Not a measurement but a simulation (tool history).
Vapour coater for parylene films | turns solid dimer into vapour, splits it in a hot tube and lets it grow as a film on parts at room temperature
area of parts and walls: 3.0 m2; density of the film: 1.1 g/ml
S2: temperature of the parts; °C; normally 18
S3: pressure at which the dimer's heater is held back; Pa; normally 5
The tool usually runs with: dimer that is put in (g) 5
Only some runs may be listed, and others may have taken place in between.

run 1 hour=0 | dimer_that_is_put_in_(g)=5 S2=18 S3=5 | thickness_of_the_film_(nm)=890
run 2 hour=17.9 | dimer_that_is_put_in_(g)=5 S2=18 S3=8.27 | thickness_of_the_film_(nm)=770
run 3 hour=33.3 | dimer_that_is_put_in_(g)=5 S2=18 S3=8.27 | thickness_of_the_film_(nm)=780
run 4 hour=46.7 | dimer_that_is_put_in_(g)=5 S2=18 S3=8.27 | thickness_of_the_film_(nm)=750
run 5 hour=57.8 | dimer_that_is_put_in_(g)=5 S2=18 S3=8.27 | thickness_of_the_film_(nm)=800
run 6 hour=72.7 | dimer_that_is_put_in_(g)=5 S2=18 S3=8.27 | thickness_of_the_film_(nm)=770
run 7 hour=90.5 | dimer_that_is_put_in_(g)=5 S2=18 S3=8.27 | thickness_of_the_film_(nm)=760
run 8 hour=102.5 | dimer_that_is_put_in_(g)=5 S2=10 S3=5 | thickness_of_the_film_(nm)=1000
run 9 hour=115.1 | dimer_that_is_put_in_(g)=5 S2=18 S3=11.13 | thickness_of_the_film_(nm)=690
run 10 hour=130.7 | dimer_that_is_put_in_(g)=5 S2=18 S3=11.13 | thickness_of_the_film_(nm)=680
run 11 hour=147.2 | dimer_that_is_put_in_(g)=5 S2=18 S3=11.13 | thickness_of_the_film_(nm)=690
run 12 hour=167.5 | dimer_that_is_put_in_(g)=5 S2=18 S3=11.13 | thickness_of_the_film_(nm)=700
run 13 hour=185.2 | dimer_that_is_put_in_(g)=5 S2=18 S3=5 | thickness_of_the_film_(nm)=990
run 14 hour=204.7 | dimer_that_is_put_in_(g)=6 S2=18 S3=5 | thickness_of_the_film_(nm)=1190
run 15 hour=219.7 | dimer_that_is_put_in_(g)=6 S2=18 S3=5 | thickness_of_the_film_(nm)=1200
run 16 hour=229.5 | dimer_that_is_put_in_(g)=5 S2=18 S3=5 | thickness_of_the_film_(nm)=980
run 17 hour=247.5 | dimer_that_is_put_in_(g)=5 S2=18 S3=5 | thickness_of_the_film_(nm)=980
run 18 hour=268.6 | dimer_that_is_put_in_(g)=5 S2=18 S3=5 | thickness_of_the_film_(nm)=940
run 19 hour=280.9 | dimer_that_is_put_in_(g)=5 S2=18 S3=5 | thickness_of_the_film_(nm)=950
run 20 hour=303.7 | dimer_that_is_put_in_(g)=5 S2=18 S3=5 | thickness_of_the_film_(nm)=1000
run 21 hour=321.4 | dimer_that_is_put_in_(g)=5 S2=18 S3=5 | thickness_of_the_film_(nm)=950
run 22 hour=332.3 | dimer_that_is_put_in_(g)=4 S2=18 S3=11.7 | thickness_of_the_film_(nm)=610
run 23 hour=347.8 | dimer_that_is_put_in_(g)=6 S2=18 S3=3.88 | thickness_of_the_film_(nm)=1230
run 24 hour=371.1 | dimer_that_is_put_in_(g)=5 S2=18 S3=6.39 | thickness_of_the_film_(nm)=920
run 25 hour=390.3 | dimer_that_is_put_in_(g)=5 S2=18 S3=6.39 | thickness_of_the_film_(nm)=900
run 26 hour=403.3 | dimer_that_is_put_in_(g)=5 S2=18 S3=6.39 | thickness_of_the_film_(nm)=940
run 27 hour=416.9 | dimer_that_is_put_in_(g)=4 S2=14 S3=3.45 | thickness_of_the_film_(nm)=910
run 28 hour=435.5 | dimer_that_is_put_in_(g)=5 S2=27 S3=6.18 | thickness_of_the_film_(nm)=780
run 29 hour=452.1 | dimer_that_is_put_in_(g)=4 S2=26 S3=11.67 | thickness_of_the_film_(nm)=530
run 30 hour=474.2 | dimer_that_is_put_in_(g)=4 S2=26 S3=11.67 | thickness_of_the_film_(nm)=550
run 31 hour=490.8 | dimer_that_is_put_in_(g)=4 S2=23 S3=8.14 | thickness_of_the_film_(nm)=620
run 32 hour=502.3 | dimer_that_is_put_in_(g)=4 S2=23 S3=3.78 | thickness_of_the_film_(nm)=700
run 33 hour=514.1 | dimer_that_is_put_in_(g)=5 S2=18 S3=5.35 | thickness_of_the_film_(nm)=960
run 34 hour=525 | dimer_that_is_put_in_(g)=5 S2=17 S3=5 | thickness_of_the_film_(nm)=950
run 35 hour=547 | dimer_that_is_put_in_(g)=5 S2=17 S3=5 | thickness_of_the_film_(nm)=980
run 36 hour=564.2 | dimer_that_is_put_in_(g)=5 S2=15 S3=5 | thickness_of_the_film_(nm)=990
run 37 hour=586.9 | dimer_that_is_put_in_(g)=5 S2=18 S3=5 | thickness_of_the_film_(nm)=940
run 38 hour=600.7 | dimer_that_is_put_in_(g)=2 S2=24 S3=2.84 | thickness_of_the_film_(nm)=400
run 39 hour=617.7 | dimer_that_is_put_in_(g)=5 S2=24 S3=3.45 | thickness_of_the_film_(nm)=840
run 40 hour=636 | dimer_that_is_put_in_(g)=6 S2=23 S3=4.42 | thickness_of_the_film_(nm)=1040
run 41 hour=647.3 | dimer_that_is_put_in_(g)=6 S2=23 S3=4.42 | thickness_of_the_film_(nm)=1040
run 42 hour=670.5 | dimer_that_is_put_in_(g)=2 S2=23 S3=4.42 | thickness_of_the_film_(nm)=320

Removed from this log: 2 entries logged between the listed runs. Between which two listed runs does each belong, and how does the tool's hidden state at the listed run before it compare with that at the listed run after it?
Run 9 -> run 10: trap's valve overhauled (hour 124.6)
  vapour lost through the trap's worn valve, %: 14.5 -> 16.3
  measured less the result without the state, thickness of the film (nm): -120 -> -140
Run 12 -> run 13: trap's valve overhauled, once more (hour 182.5)
  vapour lost through the trap's worn valve, %: 16.9 -> 0.3
  measured less the result without the state, thickness of the film (nm): -140 -> -10
